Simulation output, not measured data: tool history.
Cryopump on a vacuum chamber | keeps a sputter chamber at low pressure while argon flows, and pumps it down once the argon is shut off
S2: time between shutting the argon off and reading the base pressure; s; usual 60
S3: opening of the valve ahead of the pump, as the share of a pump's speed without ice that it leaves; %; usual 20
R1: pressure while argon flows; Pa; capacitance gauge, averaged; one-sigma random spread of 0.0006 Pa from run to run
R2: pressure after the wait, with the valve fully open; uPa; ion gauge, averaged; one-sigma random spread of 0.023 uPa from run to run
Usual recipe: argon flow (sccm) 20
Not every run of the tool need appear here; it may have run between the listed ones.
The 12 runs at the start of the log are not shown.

{"run": 13, "hour": 845.3, "argon flow (sccm)": 20, "S2": 60, "S3": 20, "R1": 0.0859, "R2": 2.08}
{"run": 14, "hour": 946.3, "argon flow (sccm)": 20, "S2": 60, "S3": 20, "R1": 0.0853, "R2": 2.16}
{"run": 15, "hour": 1044.2, "argon flow (sccm)": 20, "S2": 235, "S3": 20, "R1": 0.0857, "R2": 1.69}
{"run": 16, "hour": 1090.7, "argon flow (sccm)": 20, "S2": 60, "S3": 20, "R1": 0.0868, "R2": 2.15}
{"run": 17, "hour": 1177.1, "argon flow (sccm)": 20, "S2": 60, "S3": 20, "R1": 0.0871, "R2": 2.21}
{"run": 18, "hour": 1270.3, "argon flow (sccm)": 30, "S2": 41, "S3": 39, "R1": 0.0708, "R2": 2.64}
{"run": 19, "hour": 1318.8, "argon flow (sccm)": 30, "S2": 41, "S3": 39, "R1": 0.0706, "R2": 2.59}
{"run": 20, "hour": 1365.2, "argon flow (sccm)": 18, "S2": 60, "S3": 20, "R1": 0.0789, "R2": 2.34}
{"run": 21, "hour": 1410.4, "argon flow (sccm)": 8, "S2": 51, "S3": 44, "R1": 0.0167, "R2": 2.53}
{"run": 22, "hour": 1507.9, "argon flow (sccm)": 20, "S2": 53, "S3": 20, "R1": 0.089, "R2": 2.53}
{"run": 23, "hour": 1553.1, "argon flow (sccm)": 10, "S2": 95, "S3": 15, "R1": 0.0583, "R2": 2.24}
{"run": 24, "hour": 1618.6, "argon flow (sccm)": 10, "S2": 95, "S3": 15, "R1": 0.0582, "R2": 2.22}
{"run": 25, "hour": 1676.6, "argon flow (sccm)": 10, "S2": 95, "S3": 15, "R1": 0.0597, "R2": 2.34}
{"run": 26, "hour": 1772.2, "argon flow (sccm)": 25, "S2": 89, "S3": 26, "R1": 0.0882, "R2": 2.42}
{"run": 27, "hour": 1820.1, "argon flow (sccm)": 20, "S2": 60, "S3": 31, "R1": 0.0612, "R2": 2.7}
{"run": 28, "hour": 1874.6, "argon flow (sccm)": 10, "S2": 22, "S3": 37, "R1": 0.0268, "R2": 3.73}
{"run": 29, "hour": 1927.5, "argon flow (sccm)": 10, "S2": 216, "S3": 37, "R1": 0.0256, "R2": 2.36}
{"run": 30, "hour": 2023.0, "argon flow (sccm)": 15, "S2": 65, "S3": 32, "R1": 0.0441, "R2": 2.78}
{"run": 31, "hour": 2103.7, "argon flow (sccm)": 15, "S2": 65, "S3": 32, "R1": 0.0454, "R2": 2.77}
{"hour": 2120.5, "done": "pump warmed up, emptied and cooled again"}
{"run": 32, "hour": 2202.9, "argon flow (sccm)": 20, "S2": 60, "S3": 34, "R1": 0.0507, "R2": 2.18}
{"hour": 2242.4, "done": "leaking fittings of the chamber tightened, without venting"}
{"run": 33, "hour": 2272.4, "argon flow (sccm)": 20, "S2": 60, "S3": 34, "R1": 0.0495, "R2": 0.77}

Predict each of these 5 candidate next runs independently; none follows another, all start after run 33:
{"run": "A", "hour": 2370.5, "argon flow (sccm)": 20, "S2": 25, "S3": 34, "R1": "?", "R2": "?"}
{"run": "B", "hour": 2370.5, "argon flow (sccm)": 9, "S2": 60, "S3": 20, "R1": "?", "R2": "?"}
{"run": "C", "hour": 2370.5, "argon flow (sccm)": 11, "S2": 232, "S3": 20, "R1": "?", "R2": "?"}
{"run": "D", "hour": 2370.5, "argon flow (sccm)": 20, "S2": 80, "S3": 34, "R1": "?", "R2": "?"}
{"run": "E", "hour": 2370.5, "argon flow (sccm)": 20, "S2": 265, "S3": 34, "R1": "?", "R2": "?"}

run=A R1=0.0493 R2=1.64
run=B R1=0.0382 R2=0.79
run=C R1=0.0461 R2=0.35
run=D R1=0.0490 R2=0.63
run=E R1=0.0491 R2=0.29
Had the tool no hidden state, the same runs would have come out as:
run=A R1=0.0483 R2=1.59
run=B R1=0.0378 R2=0.75
run=C R1=0.0455 R2=0.31
run=D R1=0.0479 R2=0.59
run=E R1=0.0481 R2=0.25
